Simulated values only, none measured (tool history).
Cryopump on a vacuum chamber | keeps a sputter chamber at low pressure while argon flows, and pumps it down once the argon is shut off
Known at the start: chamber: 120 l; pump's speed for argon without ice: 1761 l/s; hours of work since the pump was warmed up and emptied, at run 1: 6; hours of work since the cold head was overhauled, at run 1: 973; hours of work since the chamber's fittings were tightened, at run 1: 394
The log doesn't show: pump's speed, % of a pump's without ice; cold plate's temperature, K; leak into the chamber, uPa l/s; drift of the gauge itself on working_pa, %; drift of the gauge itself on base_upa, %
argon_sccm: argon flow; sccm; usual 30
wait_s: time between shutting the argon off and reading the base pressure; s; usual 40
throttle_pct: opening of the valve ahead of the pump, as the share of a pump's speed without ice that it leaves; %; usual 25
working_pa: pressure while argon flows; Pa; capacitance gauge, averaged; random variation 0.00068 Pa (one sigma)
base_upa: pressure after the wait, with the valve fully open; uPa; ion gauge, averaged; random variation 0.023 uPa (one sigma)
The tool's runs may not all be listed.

| run | day | argon_sccm | wait_s | throttle_pct | hours of work since the pump was warmed up and emptied | hours of work since the cold head was overhauled | hours of work since the chamber's fittings were tightened | working_pa | base_upa |
|---|---|---|---|---|---|---|---|---|---|
| 1 | 0.000 | 30 | 40 | 25 | 6 | 973 | 394 | 0.1167 | 0.78 |
| 2 | 1.533 | 30 | 40 | 25 | 36 | 1003 | 424 | 0.1161 | 0.85 |
| 3 | 2.900 | 30 | 40 | 25 | 62 | 1029 | 451 | 0.1159 | 0.81 |
| 4 | 4.646 | 30 | 40 | 25 | 96 | 1063 | 484 | 0.1169 | 0.82 |
| 5 | 6.150 | 30 | 40 | 25 | 125 | 1092 | 513 | 0.1176 | 0.78 |
| 6 | 7.596 | 30 | 40 | 25 | 153 | 1120 | 541 | 0.1155 | 0.84 |
| 7 | 9.333 | 30 | 40 | 25 | 187 | 1154 | 575 | 0.1175 | 0.84 |
| 8 | 10.692 | 30 | 40 | 25 | 213 | 1180 | 601 | 0.1175 | 0.83 |
| 9 | 12.183 | 34 | 40 | 25 | 242 | 1209 | 630 | 0.1345 | 0.85 |
| 10 | 14.221 | 34 | 40 | 25 | 281 | 1248 | 669 | 0.1352 | 0.86 |
| 11 | 15.908 | 34 | 40 | 25 | 314 | 1281 | 702 | 0.1333 | 0.89 |
| 12 | 17.750 | 30 | 40 | 25 | 349 | 1316 | 738 | 0.1185 | 0.88 |
| 13 | 19.792 | 30 | 150 | 25 | 389 | 1356 | 777 | 0.1186 | 0.48 |
| 14 | 20.758 | 30 | 150 | 25 | 407 | 1374 | 796 | 0.1210 | 0.48 |
| 15 | 22.192 | 30 | 150 | 25 | 435 | 1402 | 823 | 0.1197 | 0.46 |
| 16 | 24.238 | 30 | 40 | 24 | 475 | 1442 | 863 | 0.1258 | 0.88 |
| 17 | 25.667 | 34 | 37 | 30 | 502 | 1469 | 891 | 0.1157 | 0.94 |
| 18 | 26.688 | 34 | 37 | 30 | 522 | 1489 | 910 | 0.1168 | 0.96 |
| 19 | 27.596 | 15 | 149 | 20 | 540 | 1507 | 928 | 0.0755 | 0.53 |
| 20 | 28.471 | 50 | 128 | 20 | 557 | 1524 | 945 | 0.2497 | 0.50 |
| 21 | 29.450 | 30 | 101 | 27 | 575 | 1542 | 964 | 0.1142 | 0.56 |
| 22 | 30.546 | 18 | 101 | 27 | 597 | 1564 | 985 | 0.0687 | 0.60 |
| 23 | 31.375 | 41 | 101 | 27 | 613 | 1580 | 1001 | 0.1566 | 0.62 |
| 24 | 33.108 | 18 | 129 | 20 | 646 | 1613 | 1034 | 0.0910 | 0.55 |
| 25 | 34.608 | 18 | 129 | 20 | 675 | 1642 | 1063 | 0.0924 | 0.58 |
| 26 | 36.325 | 18 | 129 | 20 | 708 | 1675 | 1097 | 0.0915 | 0.53 |

Forecast each of these 3 alternatives for the next run:
| A | 38.200 | 29 | 40 | 25 | 745 | 1712 | 1133 | ? | ? |
| B | 38.200 | 18 | 38 | 27 | 745 | 1712 | 1133 | ? | ? |
| C | 38.200 | 29 | 247 | 33 | 745 | 1712 | 1133 | ? | ? |

| run | working_pa | base_upa |
|---|---|---|
| A | 0.1213 | 0.98 |
| B | 0.0709 | 0.98 |
| C | 0.0941 | 0.51 |
Without the tool's hidden state the same runs would have given:
| run | working_pa | base_upa |
|---|---|---|
| A | 0.1114 | 0.73 |
| B | 0.0648 | 0.74 |
| C | 0.0842 | 0.26 |

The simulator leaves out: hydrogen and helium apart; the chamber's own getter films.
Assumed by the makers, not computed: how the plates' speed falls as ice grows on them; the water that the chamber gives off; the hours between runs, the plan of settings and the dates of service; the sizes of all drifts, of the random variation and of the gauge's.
